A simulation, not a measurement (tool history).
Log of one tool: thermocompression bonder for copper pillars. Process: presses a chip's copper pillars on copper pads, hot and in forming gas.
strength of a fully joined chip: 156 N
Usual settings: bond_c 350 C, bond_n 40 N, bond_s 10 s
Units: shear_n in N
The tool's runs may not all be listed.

| run | day | bond_c | bond_n | bond_s | shear_n |
|---|---|---|---|---|---|
| 1 | 0.000 | 350 | 40 | 10 | 77.9 |
| 2 | 0.688 | 350 | 40 | 10 | 77.0 |
| 3 | 1.725 | 350 | 40 | 10 | 75.6 |
| 4 | 2.329 | 350 | 40 | 10 | 75.4 |
| 5 | 3.504 | 350 | 60 | 10 | 95.0 |
| 6 | 4.379 | 350 | 60 | 10 | 92.8 |
| 7 | 5.233 | 350 | 60 | 8 | 85.7 |
| 8 | 5.854 | 350 | 60 | 8 | 86.3 |
| 9 | 6.758 | 350 | 60 | 8 | 86.4 |
| 10 | 7.921 | 350 | 49 | 10 | 82.8 |
| 11 | 8.662 | 350 | 49 | 10 | 89.9 |
| 12 | 9.812 | 350 | 49 | 10 | 88.4 |
| 13 | 10.725 | 350 | 49 | 10 | 87.0 |
| 14 | 11.425 | 350 | 40 | 10 | 79.1 |
| 15 | 12.404 | 350 | 40 | 10 | 77.9 |
| 16 | 13.050 | 350 | 40 | 10 | 77.2 |
| 17 | 13.775 | 350 | 40 | 10 | 76.5 |
| 18 | 14.825 | 351 | 37 | 10 | 80.6 |
| 19 | 15.946 | 369 | 34 | 8 | 84.9 |
| 20 | 16.846 | 369 | 34 | 8 | 82.8 |
| 21 | 17.921 | 369 | 58 | 23 | 126.7 |
| 22 | 18.604 | 369 | 58 | 23 | 126.8 |
| 23 | 19.417 | 369 | 58 | 23 | 124.2 |
| 24 | 19.892 | 350 | 51 | 8 | 80.9 |
| 25 | 20.417 | 350 | 51 | 8 | 86.8 |
| 26 | 21.146 | 350 | 51 | 8 | 84.5 |
| 27 | 21.842 | 377 | 40 | 7 | 93.1 |
| 28 | 22.562 | 377 | 48 | 7 | 100.2 |
| 29 | 23.504 | 377 | 48 | 7 | 96.6 |
| 30 | 24.279 | 377 | 48 | 7 | 97.3 |
| 31 | 25.362 | 360 | 59 | 7 | 90.8 |
| 32 | 26.092 | 347 | 59 | 7 | 87.1 |
| 33 | 26.983 | 327 | 49 | 10 | 71.4 |
| 34 | 27.854 | 320 | 58 | 10 | 60.5 |

Taken out of this log: 6 entries between the listed runs. Where each belongs, and how the hidden state differs across it:
Between runs 4 and 5: forming gas filter changed (day 2.879)
  true temperature of the bond over the reading, C: 7.6 -> 7.9; force that reaches the chip, % of what is set: 101.3 -> 101.4; oxide that the forming gas leaves, % of the face: 6.7 -> 1.25
  measured less the result without the state, shear_n: +1.8 -> +6.6 N
Between runs 10 and 11: forming gas filter changed (day 8.600)
  true temperature of the bond over the reading, C: 8.8 -> 8.9; force that reaches the chip, % of what is set: 101.8 -> 101.9; oxide that the forming gas leaves, % of the face: 7.27 -> 0.81
  measured less the result without the state, shear_n: +2.2 -> +8.1 N
Between runs 17 and 18: forming gas filter changed (day 14.392)
  true temperature of the bond over the reading, C: 10 -> 10.2; force that reaches the chip, % of what is set: 102.4 -> 102.5; oxide that the forming gas leaves, % of the face: 8.2 -> 1.22
  measured less the result without the state, shear_n: +2.8 -> +8.7 N
Between runs 24 and 25: forming gas filter changed (day 20.179)
  true temperature of the bond over the reading, C: 11.3 -> 11.4; oxide that the forming gas leaves, % of the face: 8.21 -> 0.97
  measured less the result without the state, shear_n: +3.9 -> +10.3 N
Between runs 31 and 32: forming gas filter changed (day 25.912)
  true temperature of the bond over the reading, C: 12.5 -> 12.7; force that reaches the chip, % of what is set: 103.5 -> 103.6; oxide that the forming gas leaves, % of the face: 7.89 -> 0.8
  measured less the result without the state, shear_n: +4.5 -> +11.7 N
Between runs 33 and 34: heater calibrated with a thermocouple chip (day 27.417)
  true temperature of the bond over the reading, C: 12.8 -> -0.6; oxide that the forming gas leaves, % of the face: 2.07 -> 3.22
  measured less the result without the state, shear_n: +10.5 -> -1.0 N
